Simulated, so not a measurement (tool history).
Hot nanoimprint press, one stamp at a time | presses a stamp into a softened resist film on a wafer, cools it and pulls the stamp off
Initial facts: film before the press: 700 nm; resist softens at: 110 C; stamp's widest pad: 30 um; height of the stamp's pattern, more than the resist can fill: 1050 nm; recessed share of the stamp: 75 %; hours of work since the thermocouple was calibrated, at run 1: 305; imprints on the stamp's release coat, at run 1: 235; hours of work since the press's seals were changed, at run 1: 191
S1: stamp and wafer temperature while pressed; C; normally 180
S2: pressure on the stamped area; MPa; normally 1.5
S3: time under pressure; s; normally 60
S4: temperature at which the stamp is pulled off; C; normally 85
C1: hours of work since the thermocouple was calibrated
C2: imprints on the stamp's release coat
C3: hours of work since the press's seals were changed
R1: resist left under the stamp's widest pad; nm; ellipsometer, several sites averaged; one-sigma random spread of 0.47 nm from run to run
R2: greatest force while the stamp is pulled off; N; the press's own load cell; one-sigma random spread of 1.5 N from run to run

{"run": 1, "day": 0.0, "S1": 180, "S2": 1.5, "S3": 60, "S4": 85, "C1": 305, "C2": 235, "C3": 191, "R1": 408.6, "R2": 174}
{"run": 2, "day": 1.496, "S1": 180, "S2": 1.38, "S3": 60, "S4": 85, "C1": 330, "C2": 409, "C3": 216, "R1": 423.3, "R2": 178}
{"day": 3.15, "done": "stamp cleaned and given a new release coat"}
{"run": 3, "day": 3.604, "S1": 180, "S2": 1.38, "S3": 60, "S4": 85, "C1": 361, "C2": 53, "C3": 246, "R1": 423.2, "R2": 160}
{"run": 4, "day": 4.783, "S1": 180, "S2": 1.38, "S3": 60, "S4": 85, "C1": 380, "C2": 190, "C3": 266, "R1": 422.6, "R2": 165}
{"run": 5, "day": 5.938, "S1": 180, "S2": 1.5, "S3": 60, "S4": 85, "C1": 399, "C2": 324, "C3": 285, "R1": 406.6, "R2": 171}
{"run": 6, "day": 7.7, "S1": 180, "S2": 1.5, "S3": 60, "S4": 85, "C1": 428, "C2": 529, "C3": 314, "R1": 405.7, "R2": 182}
{"day": 8.146, "done": "plate thermocouple calibrated"}
{"day": 8.604, "done": "stamp cleaned and given a new release coat"}
{"run": 7, "day": 10.133, "S1": 180, "S2": 1.5, "S3": 60, "S4": 85, "C1": 29, "C2": 177, "C3": 348, "R1": 416.7, "R2": 169}
{"run": 8, "day": 12.017, "S1": 180, "S2": 1.5, "S3": 56, "S4": 85, "C1": 60, "C2": 396, "C3": 379, "R1": 424.6, "R2": 180}
{"run": 9, "day": 13.192, "S1": 180, "S2": 1.81, "S3": 56, "S4": 85, "C1": 79, "C2": 532, "C3": 398, "R1": 389.4, "R2": 185}
{"day": 13.833, "done": "stamp cleaned and given a new release coat"}
{"run": 10, "day": 16.029, "S1": 180, "S2": 1.5, "S3": 60, "S4": 85, "C1": 122, "C2": 255, "C3": 441, "R1": 415.8, "R2": 173}

For run 11, what comes out?
{"run": 11, "day": 17.888, "S1": 180, "S2": 1.5, "S3": 60, "S4": 85, "C1": 152, "C2": 471, "C3": 471, "R1": "?", "R2": "?"}

{"run 11": {"R1": 415.3, "R2": 184}}
Had the tool carried no hidden state, the very same run would have given R1 414.2 nm, R2 164 N.
